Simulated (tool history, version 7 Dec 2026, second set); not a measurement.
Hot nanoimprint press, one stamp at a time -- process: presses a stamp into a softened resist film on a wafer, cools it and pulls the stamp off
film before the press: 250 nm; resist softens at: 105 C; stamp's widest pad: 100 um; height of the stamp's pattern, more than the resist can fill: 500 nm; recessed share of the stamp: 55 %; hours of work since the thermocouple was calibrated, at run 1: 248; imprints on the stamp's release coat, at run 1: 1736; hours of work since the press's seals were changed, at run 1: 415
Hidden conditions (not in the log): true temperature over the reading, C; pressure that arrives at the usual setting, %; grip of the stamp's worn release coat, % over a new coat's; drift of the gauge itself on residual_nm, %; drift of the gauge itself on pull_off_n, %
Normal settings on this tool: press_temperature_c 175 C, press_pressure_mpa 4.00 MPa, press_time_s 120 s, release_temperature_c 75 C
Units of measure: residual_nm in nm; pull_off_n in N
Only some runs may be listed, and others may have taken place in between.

run	hour	press_temperature_c	press_pressure_mpa	press_time_s	release_temperature_c	hours of work since the thermocouple was calibrated	imprints on the stamp's release coat	hours of work since the press's seals were changed	residual_nm	pull_off_n
1	0.0	175	4.00	120	75	248	1736	415	109.5	163
# hour 33.6: stamp cleaned and given a new release coat
2	80.5	175	4.00	120	75	280	141	447	109.5	124
3	150.9	175	4.68	120	75	311	353	477	100.7	130
4	198.3	175	4.68	120	75	331	495	497	100.0	138
5	257.7	175	4.68	120	75	357	673	523	100.2	137
6	343.4	175	4.00	120	75	393	931	560	108.8	145
7	380.7	175	4.00	120	75	409	1043	576	108.7	153
8	459.8	175	4.00	120	75	443	1280	610	108.8	153
9	541.7	175	4.00	120	75	479	1526	645	108.3	155
10	623.2	175	4.00	120	75	514	1771	680	108.0	172
# hour 643.8: stamp cleaned and given a new release coat
# hour 656.4: plate thermocouple calibrated
11	699.5	183	4.00	120	75	19	158	709	90.5	132
12	763.0	175	4.05	120	75	46	348	736	112.2	134
13	811.6	175	4.05	120	75	67	494	757	111.4	136
14	891.1	175	4.00	120	75	101	733	791	112.9	146
15	977.7	165	4.00	120	75	138	993	828	148.8	156
16	1043.4	165	4.00	120	75	166	1190	857	148.6	159
17	1128.5	183	4.27	155	75	203	1446	893	78.6	169
# hour 1188.4: press's hydraulic seals changed and the load cell set to zero
18	1221.8	175	4.00	188	75	240	1702	14	94.2	167
# hour 1264.7: stamp cleaned and given a new release coat
19	1304.1	187	2.44	66	68	272	118	47	128.7	147
20	1376.9	171	3.89	120	67	304	337	78	124.3	154
21	1452.1	171	3.89	120	67	336	563	111	124.3	169
22	1505.6	171	3.89	120	67	359	723	134	124.4	169
23	1571.0	171	2.87	120	67	387	919	162	143.8	176
24	1650.9	184	5.02	141	62	421	1159	196	70.2	201
25	1722.4	182	5.02	141	62	452	1374	227	74.1	213
26	1759.8	175	3.80	81	72	468	1486	243	127.3	172
27	1815.0	180	4.88	169	60	492	1652	267	74.5	224
# hour 1873.7: stamp cleaned and given a new release coat
# hour 1902.2: plate thermocouple calibrated
28	1905.1	180	4.88	169	60	1	86	302	77.4	178
29	1957.5	177	4.88	169	64	24	243	324	84.0	170
30	2012.4	166	4.00	147	75	47	408	348	135.8	136
31	2095.6	166	4.00	147	75	83	657	383	136.5	141

Hidden condition of the tool, last listed run before each entry between runs versus first listed run after:
In the gap between runs 1 and 2: stamp cleaned and given a new release coat (hour 33.6)
  true temperature over the reading, C: 0.72 -> 0.8; pressure that arrives at the usual setting, %: 99.04 -> 98.96; grip of the stamp's worn release coat, % over a new coat's: 35.3 -> 2.8
  the result without the hidden state subtracted from the measured one, residual_nm: -1.7 -> -1.9 nm; pull_off_n: +40 -> +1 N
In the gap between runs 10 and 11: stamp cleaned and given a new release coat (hour 643.8); plate thermocouple calibrated (hour 656.4)
  true temperature over the reading, C: 1.39 -> -0.1; pressure that arrives at the usual setting, %: 98.4 -> 98.33; grip of the stamp's worn release coat, % over a new coat's: 36 -> 3.2
  the result without the hidden state subtracted from the measured one, residual_nm: -3.3 -> +1.1 nm; pull_off_n: +41 -> +5 N
In the gap between runs 17 and 18: press's hydraulic seals changed and the load cell set to zero (hour 1188.4)
  true temperature over the reading, C: 0.34 -> 0.43; pressure that arrives at the usual setting, %: 97.9 -> 100; grip of the stamp's worn release coat, % over a new coat's: 29.3 -> 34.6
  the result without the hidden state subtracted from the measured one, residual_nm: +0.3 -> -1.2 nm; pull_off_n: +38 -> +41 N
In the gap between runs 18 and 19: stamp cleaned and given a new release coat (hour 1264.7)
  true temperature over the reading, C: 0.43 -> 0.52; pressure that arrives at the usual setting, %: 100 -> 99.92; grip of the stamp's worn release coat, % over a new coat's: 34.6 -> 2.4
  the result without the hidden state subtracted from the measured one, residual_nm: -1.2 -> -1.5 nm; pull_off_n: +41 -> +1 N
In the gap between runs 27 and 28: stamp cleaned and given a new release coat (hour 1873.7); plate thermocouple calibrated (hour 1902.2)
  true temperature over the reading, C: 1.1 -> -0.19; pressure that arrives at the usual setting, %: 99.41 -> 99.32; grip of the stamp's worn release coat, % over a new coat's: 33.5 -> 1.7
  the result without the hidden state subtracted from the measured one, residual_nm: -2.1 -> +0.8 nm; pull_off_n: +53 -> +4 N

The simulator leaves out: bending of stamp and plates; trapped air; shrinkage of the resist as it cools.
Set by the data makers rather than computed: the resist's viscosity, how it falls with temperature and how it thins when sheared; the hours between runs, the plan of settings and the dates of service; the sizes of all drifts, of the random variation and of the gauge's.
